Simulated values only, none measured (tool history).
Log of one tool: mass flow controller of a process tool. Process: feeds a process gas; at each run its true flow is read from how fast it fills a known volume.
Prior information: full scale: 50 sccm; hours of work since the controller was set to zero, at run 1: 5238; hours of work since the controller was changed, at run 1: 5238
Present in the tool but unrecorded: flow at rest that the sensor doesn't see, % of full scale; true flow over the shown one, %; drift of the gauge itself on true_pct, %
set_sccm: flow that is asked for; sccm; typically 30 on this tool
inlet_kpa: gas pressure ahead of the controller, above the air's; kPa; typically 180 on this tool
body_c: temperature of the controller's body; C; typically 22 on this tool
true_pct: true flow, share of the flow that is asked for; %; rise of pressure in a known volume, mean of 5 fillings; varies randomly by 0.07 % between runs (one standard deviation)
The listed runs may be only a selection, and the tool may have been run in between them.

| run | hour | set_sccm | inlet_kpa | body_c | hours of work since the controller was set to zero | hours of work since the controller was changed | true_pct |
|---|---|---|---|---|---|---|---|
| 1 | 0 | 30 | 180 | 22 | 5238 | 5238 | 99.48 |
| 2 | 177.8 | 30 | 180 | 22 | 5307 | 5307 | 99.52 |
| 3 | 429.4 | 30 | 180 | 22 | 5405 | 5405 | 99.54 |
| 4 | 761.9 | 30 | 180 | 22 | 5534 | 5534 | 99.49 |
| 5 | 907.8 | 30 | 180 | 22 | 5591 | 5591 | 99.58 |
| 6 | 1234.1 | 30 | 180 | 22 | 5717 | 5717 | 99.63 |
| 7 | 1517.8 | 30 | 180 | 22 | 5828 | 5828 | 99.72 |
| 8 | 1722 | 30 | 180 | 22 | 5907 | 5907 | 99.69 |
| 9 | 2002.8 | 30 | 180 | 22 | 6016 | 6016 | 99.8 |
| 10 | 2152.3 | 30 | 180 | 22 | 6074 | 6074 | 99.7 |
| 11 | 2433.5 | 30 | 180 | 22 | 6183 | 6183 | 99.6 |
| 12 | 2611.3 | 30 | 180 | 22 | 6252 | 6252 | 99.78 |
| 13 | 2861.5 | 30 | 180 | 22 | 6349 | 6349 | 99.86 |
|  | 2890.6 | controller's zero set anew |
| 14 | 3113.5 | 30 | 180 | 22 | 87 | 6447 | 99.04 |
| 15 | 3264.5 | 6 | 157 | 36 | 145 | 6505 | 89.71 |
| 16 | 3590.8 | 30 | 263 | 38 | 272 | 6632 | 100.32 |
| 17 | 3915.3 | 30 | 185 | 36 | 398 | 6758 | 99.77 |
| 18 | 4105 | 7 | 172 | 32 | 471 | 6832 | 91.08 |
| 19 | 4398.4 | 23 | 157 | 23 | 585 | 6946 | 98.02 |
| 20 | 4718.4 | 23 | 157 | 32 | 710 | 7070 | 98.26 |
|  | 4772.8 | controller's zero set anew, once more |
| 21 | 4984.1 | 49 | 241 | 25 | 82 | 7173 | 103.05 |
| 22 | 5267 | 37 | 241 | 23 | 192 | 7283 | 102.07 |
| 23 | 5492.7 | 37 | 241 | 23 | 279 | 7370 | 102.25 |
| 24 | 5737.1 | 41 | 180 | 27 | 374 | 7465 | 102.18 |
| 25 | 5962.7 | 41 | 180 | 27 | 462 | 7553 | 102.3 |
| 26 | 6146.7 | 41 | 180 | 27 | 533 | 7624 | 102.39 |
| 27 | 6322.7 | 24 | 144 | 27 | 602 | 7692 | 101.07 |

3 ways to go on from here, each from the tool as it stands after run 27. What would each give?
| A | 6506.1 | 47 | 180 | 28 | 673 | 7764 | ? |
| B | 6506.1 | 23 | 180 | 23 | 673 | 7764 | ? |
| C | 6506.1 | 30 | 180 | 20 | 673 | 7764 | ? |

| run | true_pct |
|---|---|
| A | 102.8 |
| B | 101.06 |
| C | 101.33 |
Without the tool's unlogged condition, the same runs would have read:
| run | true_pct |
|---|---|
| A | 99.75 |
| B | 98.13 |
| C | 98.34 |
